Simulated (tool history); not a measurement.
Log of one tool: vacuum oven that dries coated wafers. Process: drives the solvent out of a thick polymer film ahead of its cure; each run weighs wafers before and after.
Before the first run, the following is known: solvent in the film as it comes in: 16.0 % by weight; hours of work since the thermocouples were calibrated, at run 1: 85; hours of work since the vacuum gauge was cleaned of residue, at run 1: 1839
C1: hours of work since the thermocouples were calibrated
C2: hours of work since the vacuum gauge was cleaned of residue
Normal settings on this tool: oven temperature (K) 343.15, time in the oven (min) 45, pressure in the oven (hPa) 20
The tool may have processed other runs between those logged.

{"run": 1, "hour": 0.0, "oven temperature (K)": 343.15, "time in the oven (min)": 45, "pressure in the oven (hPa)": 20, "C1": 85, "C2": 1839, "solvent left in the film (%)": 3.63}
{"run": 2, "hour": 73.7, "oven temperature (K)": 343.15, "time in the oven (min)": 45, "pressure in the oven (hPa)": 20, "C1": 141, "C2": 1895, "solvent left in the film (%)": 3.69}
{"run": 3, "hour": 112.2, "oven temperature (K)": 343.15, "time in the oven (min)": 45, "pressure in the oven (hPa)": 20, "C1": 170, "C2": 1924, "solvent left in the film (%)": 3.83}
{"run": 4, "hour": 152.0, "oven temperature (K)": 343.15, "time in the oven (min)": 45, "pressure in the oven (hPa)": 20, "C1": 200, "C2": 1954, "solvent left in the film (%)": 3.74}
{"run": 5, "hour": 220.1, "oven temperature (K)": 343.15, "time in the oven (min)": 45, "pressure in the oven (hPa)": 20, "C1": 252, "C2": 2005, "solvent left in the film (%)": 3.75}
{"run": 6, "hour": 269.0, "oven temperature (K)": 343.15, "time in the oven (min)": 45, "pressure in the oven (hPa)": 20, "C1": 289, "C2": 2042, "solvent left in the film (%)": 3.98}
{"run": 7, "hour": 354.5, "oven temperature (K)": 343.15, "time in the oven (min)": 45, "pressure in the oven (hPa)": 20, "C1": 353, "C2": 2107, "solvent left in the film (%)": 3.92}
{"run": 8, "hour": 407.0, "oven temperature (K)": 343.15, "time in the oven (min)": 45, "pressure in the oven (hPa)": 20, "C1": 393, "C2": 2147, "solvent left in the film (%)": 3.99}
{"run": 9, "hour": 446.2, "oven temperature (K)": 343.15, "time in the oven (min)": 45, "pressure in the oven (hPa)": 20, "C1": 422, "C2": 2176, "solvent left in the film (%)": 3.98}
{"run": 10, "hour": 507.2, "oven temperature (K)": 354.15, "time in the oven (min)": 41, "pressure in the oven (hPa)": 45.9, "C1": 468, "C2": 2222, "solvent left in the film (%)": 3.01}
{"hour": 516.4, "done": "oven's thermocouples calibrated"}
{"run": 11, "hour": 573.2, "oven temperature (K)": 343.15, "time in the oven (min)": 53, "pressure in the oven (hPa)": 45.9, "C1": 43, "C2": 2271, "solvent left in the film (%)": 5.62}
{"run": 12, "hour": 667.7, "oven temperature (K)": 341.15, "time in the oven (min)": 65, "pressure in the oven (hPa)": 16.7, "C1": 114, "C2": 2342, "solvent left in the film (%)": 3.29}
{"hour": 705.6, "done": "oven's thermocouples calibrated, once more"}
{"run": 13, "hour": 714.8, "oven temperature (K)": 355.15, "time in the oven (min)": 26, "pressure in the oven (hPa)": 14.2, "C1": 7, "C2": 2376, "solvent left in the film (%)": 1.67}
{"run": 14, "hour": 755.4, "oven temperature (K)": 344.15, "time in the oven (min)": 26, "pressure in the oven (hPa)": 19.2, "C1": 38, "C2": 2407, "solvent left in the film (%)": 5.45}
{"run": 15, "hour": 802.5, "oven temperature (K)": 344.15, "time in the oven (min)": 26, "pressure in the oven (hPa)": 19.2, "C1": 73, "C2": 2442, "solvent left in the film (%)": 5.45}
{"run": 16, "hour": 885.8, "oven temperature (K)": 355.15, "time in the oven (min)": 31, "pressure in the oven (hPa)": 16.2, "C1": 136, "C2": 2505, "solvent left in the film (%)": 1.62}
{"run": 17, "hour": 976.3, "oven temperature (K)": 355.15, "time in the oven (min)": 31, "pressure in the oven (hPa)": 16.2, "C1": 204, "C2": 2574, "solvent left in the film (%)": 1.59}
{"run": 18, "hour": 1053.0, "oven temperature (K)": 343.15, "time in the oven (min)": 45, "pressure in the oven (hPa)": 20.1, "C1": 262, "C2": 2631, "solvent left in the film (%)": 4.02}

Consider 4 possible next runs. They are alternatives, not a sequence: every one starts from the tool as it was left by run 18. What does each give?
{"run": "A", "hour": 1094.9, "oven temperature (K)": 357.15, "time in the oven (min)": 45, "pressure in the oven (hPa)": 20.1, "C1": 294, "C2": 2663, "solvent left in the film (%)": "?"}
{"run": "B", "hour": 1094.9, "oven temperature (K)": 343.15, "time in the oven (min)": 45, "pressure in the oven (hPa)": 36.2, "C1": 294, "C2": 2663, "solvent left in the film (%)": "?"}
{"run": "C", "hour": 1094.9, "oven temperature (K)": 346.15, "time in the oven (min)": 67, "pressure in the oven (hPa)": 22.9, "C1": 294, "C2": 2663, "solvent left in the film (%)": "?"}
{"run": "D", "hour": 1094.9, "oven temperature (K)": 350.15, "time in the oven (min)": 62, "pressure in the oven (hPa)": 20.1, "C1": 294, "C2": 2663, "solvent left in the film (%)": "?"}

run=A solvent_left_in_the_film_(%)=1.31
run=B solvent_left_in_the_film_(%)=5.24
run=C solvent_left_in_the_film_(%)=2.45
run=D solvent_left_in_the_film_(%)=1.74
Without the tool's hidden state the same runs would have given:
run=A solvent_left_in_the_film_(%)=1.08
run=B solvent_left_in_the_film_(%)=4.76
run=C solvent_left_in_the_film_(%)=2.06
run=D solvent_left_in_the_film_(%)=1.42
